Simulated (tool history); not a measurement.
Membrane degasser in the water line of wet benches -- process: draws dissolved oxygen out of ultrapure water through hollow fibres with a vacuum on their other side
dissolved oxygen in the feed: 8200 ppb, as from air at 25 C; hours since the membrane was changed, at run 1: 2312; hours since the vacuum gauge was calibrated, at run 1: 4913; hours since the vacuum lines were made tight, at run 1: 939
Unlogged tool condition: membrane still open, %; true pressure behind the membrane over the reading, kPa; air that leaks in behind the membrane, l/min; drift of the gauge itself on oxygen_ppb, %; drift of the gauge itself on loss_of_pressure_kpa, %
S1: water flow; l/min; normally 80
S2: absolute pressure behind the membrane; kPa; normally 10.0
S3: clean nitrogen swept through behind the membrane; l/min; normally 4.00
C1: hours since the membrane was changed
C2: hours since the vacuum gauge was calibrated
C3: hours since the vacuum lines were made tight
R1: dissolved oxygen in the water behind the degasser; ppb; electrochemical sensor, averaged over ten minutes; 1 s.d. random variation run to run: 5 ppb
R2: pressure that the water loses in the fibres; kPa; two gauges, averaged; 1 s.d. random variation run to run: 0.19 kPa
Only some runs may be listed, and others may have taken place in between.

run     day   S1    S2    S3    C1    C2    C3      R1     R2
  1   0.000   80  10.0  4.00  2312  4913   939   490.1  38.41
  2   2.179   80  10.0  4.00  2364  4965   992   497.3  38.37
  3   3.542   80  10.0  4.00  2397  4998  1024   499.6  38.30
  4   5.946   80  10.0  4.00  2455  5056  1082   497.0  38.56
  5   7.242   80  10.0  4.00  2486  5087  1113   498.0  38.69
  6   8.596   80  10.0  4.00  2518  5119  1146   498.2  38.30
  7  10.438   80  10.0  4.00  2562  5164  1190   500.7  38.40
  8  12.204   80  10.0  3.13  2605  5206  1232   563.3  38.61
  9  14.079   80  10.0  4.00  2650  5251  1277   492.8  38.42
 10  16.412   80  10.0  5.54  2706  5307  1333   438.8  38.47
 11  18.204   80  13.5  4.00  2749  5350  1376   640.2  38.64
 12  19.417   80  10.0  4.04  2778  5379  1405   501.8  38.81
 13  22.042   80  10.0  4.00  2841  5442  1468   495.3  38.78
     24.608  -- vacuum gauge calibrated
 14  24.617   80  10.0  4.00  2902     0  1530   502.6  38.46
 15  26.412   80  10.0  4.00  2945    43  1573   497.4  38.63
 16  28.417   80  10.0  4.00  2993    91  1621   502.4  38.93
 17  30.983  100  23.0  3.10  3055   153  1682  1478.4  48.88
 18  33.233   58   9.8  3.10  3109   207  1736   337.7  28.31
 19  35.525   80  10.0  4.62  3164   262  1791   462.5  38.79
 20  36.892   80  10.0  4.62  3197   295  1824   467.4  39.20
 21  39.533   57  12.2  2.71  3260   358  1888   452.8  28.18
 22  41.838   57  12.2  2.62  3315   413  1943   466.2  28.24
 23  44.046   80  10.0  5.15  3368   466  1996   441.6  39.49
     44.733  -- gauge calibrated
 24  45.133  127  10.0  1.73  3395   493  2022  1405.6  60.55
 25  47.538   74  14.8  5.27  3452   550  2080   518.0  35.25
 26  49.333   80  23.6  5.43  3495   593  2123   826.7  38.34
 27  51.517   80  23.6  5.43  3548   646  2175   837.2  38.58
 28  53.158   53  10.3  4.00  3587   685  2215   253.6  25.61
 29  55.129   64   6.1  4.00  3634   733  2262   198.7  30.74
 30  56.258   80   8.5  2.61  3662   760  2289   529.8  38.49
 31  57.683  104  10.9  2.61  3696   794  2323   992.7  50.06
 32  58.962  104  10.9  2.61  3726   825  2354   990.1  49.88

Here are 4 independent what-if runs from the current tool condition. What would each one return?
  A  60.071   72  10.0  4.00  3753  851  2381   ?   ?
  B  60.071  121  10.9  2.61  3753  851  2381   ?   ?
  C  60.071   80   7.2  4.00  3753  851  2381   ?   ?
  D  60.071  104   8.7  2.61  3753  851  2381   ?   ?

run      R1     R2
  A   418.3  34.60
  B  1256.3  58.66
  C   387.5  38.86
  D   856.0  50.14
The same runs, with their run-to-run variation unchanged, on a tool lacking any hidden condition would have given:
run      R1     R2
  A   417.8  34.24
  B  1255.2  58.06
  C   386.9  38.46
  D   855.0  49.63
